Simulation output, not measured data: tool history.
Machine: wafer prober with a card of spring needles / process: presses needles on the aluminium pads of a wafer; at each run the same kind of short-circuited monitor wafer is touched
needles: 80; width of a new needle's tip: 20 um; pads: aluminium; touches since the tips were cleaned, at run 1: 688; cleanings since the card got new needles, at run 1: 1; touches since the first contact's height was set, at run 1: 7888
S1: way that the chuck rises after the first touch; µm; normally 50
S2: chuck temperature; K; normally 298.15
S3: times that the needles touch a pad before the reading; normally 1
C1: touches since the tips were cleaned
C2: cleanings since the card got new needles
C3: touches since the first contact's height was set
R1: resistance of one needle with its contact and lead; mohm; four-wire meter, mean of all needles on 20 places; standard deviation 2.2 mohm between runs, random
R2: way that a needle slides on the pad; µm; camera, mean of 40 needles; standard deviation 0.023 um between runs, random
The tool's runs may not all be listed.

{"run": 1, "hour": 0.0, "S1": 50, "S2": 298.15, "S3": 1, "C1": 688, "C2": 1, "C3": 7888, "R1": 241, "R2": 6.43}
{"run": 2, "hour": 5.5, "S1": 50, "S2": 298.15, "S3": 1, "C1": 1883, "C2": 1, "C3": 9083, "R1": 242, "R2": 6.36}
{"run": 3, "hour": 13.3, "S1": 50, "S2": 298.15, "S3": 2, "C1": 3596, "C2": 1, "C3": 10796, "R1": 242, "R2": 6.41}
{"run": 4, "hour": 20.5, "S1": 50, "S2": 298.15, "S3": 2, "C1": 5179, "C2": 1, "C3": 12379, "R1": 238, "R2": 6.42}
{"run": 5, "hour": 25.6, "S1": 50, "S2": 298.15, "S3": 1, "C1": 6292, "C2": 1, "C3": 13492, "R1": 240, "R2": 6.42}
{"hour": 30.2, "done": "tips cleaned on abrasive film"}
{"run": 6, "hour": 32.5, "S1": 50, "S2": 298.15, "S3": 1, "C1": 504, "C2": 2, "C3": 14980, "R1": 239, "R2": 6.43}
{"run": 7, "hour": 38.1, "S1": 50, "S2": 298.15, "S3": 1, "C1": 1724, "C2": 2, "C3": 16200, "R1": 244, "R2": 6.4}
{"run": 8, "hour": 44.1, "S1": 50, "S2": 298.15, "S3": 1, "C1": 3033, "C2": 2, "C3": 17509, "R1": 242, "R2": 6.42}
{"run": 9, "hour": 49.8, "S1": 50, "S2": 298.15, "S3": 1, "C1": 4286, "C2": 2, "C3": 18762, "R1": 238, "R2": 6.38}
{"run": 10, "hour": 56.0, "S1": 50, "S2": 298.15, "S3": 1, "C1": 5658, "C2": 2, "C3": 20134, "R1": 244, "R2": 6.39}
{"run": 11, "hour": 60.3, "S1": 50, "S2": 298.15, "S3": 1, "C1": 6598, "C2": 2, "C3": 21074, "R1": 240, "R2": 6.41}
{"hour": 63.5, "done": "tips cleaned on abrasive film"}
{"run": 12, "hour": 65.7, "S1": 50, "S2": 298.15, "S3": 1, "C1": 494, "C2": 3, "C3": 22233, "R1": 242, "R2": 6.41}
{"run": 13, "hour": 70.5, "S1": 50, "S2": 298.15, "S3": 1, "C1": 1546, "C2": 3, "C3": 23285, "R1": 237, "R2": 6.42}
{"run": 14, "hour": 75.7, "S1": 50, "S2": 361.15, "S3": 1, "C1": 2675, "C2": 3, "C3": 24414, "R1": 258, "R2": 6.45}
{"run": 15, "hour": 79.7, "S1": 50, "S2": 361.15, "S3": 1, "C1": 3560, "C2": 3, "C3": 25299, "R1": 259, "R2": 6.37}
{"run": 16, "hour": 86.1, "S1": 50, "S2": 361.15, "S3": 1, "C1": 4953, "C2": 3, "C3": 26692, "R1": 260, "R2": 6.46}
{"run": 17, "hour": 89.7, "S1": 50, "S2": 298.15, "S3": 1, "C1": 5748, "C2": 3, "C3": 27487, "R1": 244, "R2": 6.41}
{"run": 18, "hour": 94.3, "S1": 35, "S2": 300.15, "S3": 1, "C1": 6742, "C2": 3, "C3": 28481, "R1": 249, "R2": 4.54}
{"hour": 96.7, "done": "tips cleaned on abrasive film"}
{"run": 19, "hour": 100.6, "S1": 35, "S2": 300.15, "S3": 1, "C1": 850, "C2": 4, "C3": 29850, "R1": 249, "R2": 4.5}
{"run": 20, "hour": 106.1, "S1": 35, "S2": 300.15, "S3": 1, "C1": 2040, "C2": 4, "C3": 31040, "R1": 251, "R2": 4.5}
{"run": 21, "hour": 110.7, "S1": 45, "S2": 326.15, "S3": 2, "C1": 3048, "C2": 4, "C3": 32048, "R1": 252, "R2": 5.78}
{"run": 22, "hour": 117.2, "S1": 43, "S2": 380.15, "S3": 2, "C1": 4467, "C2": 4, "C3": 33467, "R1": 276, "R2": 5.48}
{"run": 23, "hour": 121.3, "S1": 35, "S2": 298.15, "S3": 2, "C1": 5373, "C2": 4, "C3": 34373, "R1": 255, "R2": 4.48}
{"run": 24, "hour": 129.2, "S1": 43, "S2": 298.15, "S3": 1, "C1": 7114, "C2": 4, "C3": 36114, "R1": 241, "R2": 5.53}
{"hour": 129.8, "done": "tips cleaned on abrasive film"}
{"run": 25, "hour": 135.2, "S1": 43, "S2": 298.15, "S3": 1, "C1": 1182, "C2": 5, "C3": 37392, "R1": 244, "R2": 5.51}
{"run": 26, "hour": 142.7, "S1": 43, "S2": 298.15, "S3": 1, "C1": 2825, "C2": 5, "C3": 39035, "R1": 249, "R2": 5.48}
{"run": 27, "hour": 150.9, "S1": 54, "S2": 341.15, "S3": 2, "C1": 4628, "C2": 5, "C3": 40838, "R1": 249, "R2": 6.95}
{"run": 28, "hour": 154.7, "S1": 35, "S2": 318.15, "S3": 1, "C1": 5448, "C2": 5, "C3": 41658, "R1": 253, "R2": 4.47}
{"hour": 163.1, "done": "tips cleaned on abrasive film"}
{"run": 29, "hour": 163.4, "S1": 42, "S2": 362.15, "S3": 3, "C1": 63, "C2": 6, "C3": 43554, "R1": 265, "R2": 5.42}
{"run": 30, "hour": 168.3, "S1": 63, "S2": 303.15, "S3": 2, "C1": 1126, "C2": 6, "C3": 44617, "R1": 241, "R2": 8.07}
{"run": 31, "hour": 177.3, "S1": 48, "S2": 315.15, "S3": 2, "C1": 3098, "C2": 6, "C3": 46589, "R1": 247, "R2": 6.16}
{"run": 32, "hour": 184.0, "S1": 64, "S2": 367.15, "S3": 3, "C1": 4564, "C2": 6, "C3": 48055, "R1": 253, "R2": 8.21}
{"run": 33, "hour": 189.1, "S1": 50, "S2": 299.15, "S3": 2, "C1": 5684, "C2": 6, "C3": 49175, "R1": 239, "R2": 6.41}
{"run": 34, "hour": 195.2, "S1": 42, "S2": 331.15, "S3": 2, "C1": 7011, "C2": 6, "C3": 50502, "R1": 259, "R2": 5.38}

Here are 5 independent what-if runs from the current tool condition. What would each one return?
{"hour": 196.4, "done": "tips cleaned on abrasive film"}
{"run": "A", "hour": 204.2, "S1": 50, "S2": 362.15, "S3": 1, "C1": 1698, "C2": 7, "C3": 52446, "R1": "?", "R2": "?"}
{"hour": 196.4, "done": "tips cleaned on abrasive film"}
{"run": "B", "hour": 204.2, "S1": 51, "S2": 298.15, "S3": 1, "C1": 1698, "C2": 7, "C3": 52446, "R1": "?", "R2": "?"}
{"hour": 196.4, "done": "tips cleaned on abrasive film"}
{"run": "C", "hour": 204.2, "S1": 59, "S2": 354.15, "S3": 3, "C1": 1698, "C2": 7, "C3": 52446, "R1": "?", "R2": "?"}
{"hour": 196.4, "done": "tips cleaned on abrasive film"}
{"run": "D", "hour": 204.2, "S1": 50, "S2": 298.15, "S3": 1, "C1": 1698, "C2": 7, "C3": 52446, "R1": "?", "R2": "?"}
{"hour": 196.4, "done": "tips cleaned on abrasive film"}
{"run": "E", "hour": 204.2, "S1": 42, "S2": 312.15, "S3": 2, "C1": 1698, "C2": 7, "C3": 52446, "R1": "?", "R2": "?"}

run=A R1=262 R2=6.41
run=B R1=243 R2=6.55
run=C R1=252 R2=7.59
run=D R1=241 R2=6.39
run=E R1=247 R2=5.4
With the hidden condition removed and each run's random variation left untouched, the same runs would have given:
run=A R1=262 R2=6.41
run=B R1=243 R2=6.55
run=C R1=252 R2=7.59
run=D R1=240 R2=6.39
run=E R1=247 R2=5.4

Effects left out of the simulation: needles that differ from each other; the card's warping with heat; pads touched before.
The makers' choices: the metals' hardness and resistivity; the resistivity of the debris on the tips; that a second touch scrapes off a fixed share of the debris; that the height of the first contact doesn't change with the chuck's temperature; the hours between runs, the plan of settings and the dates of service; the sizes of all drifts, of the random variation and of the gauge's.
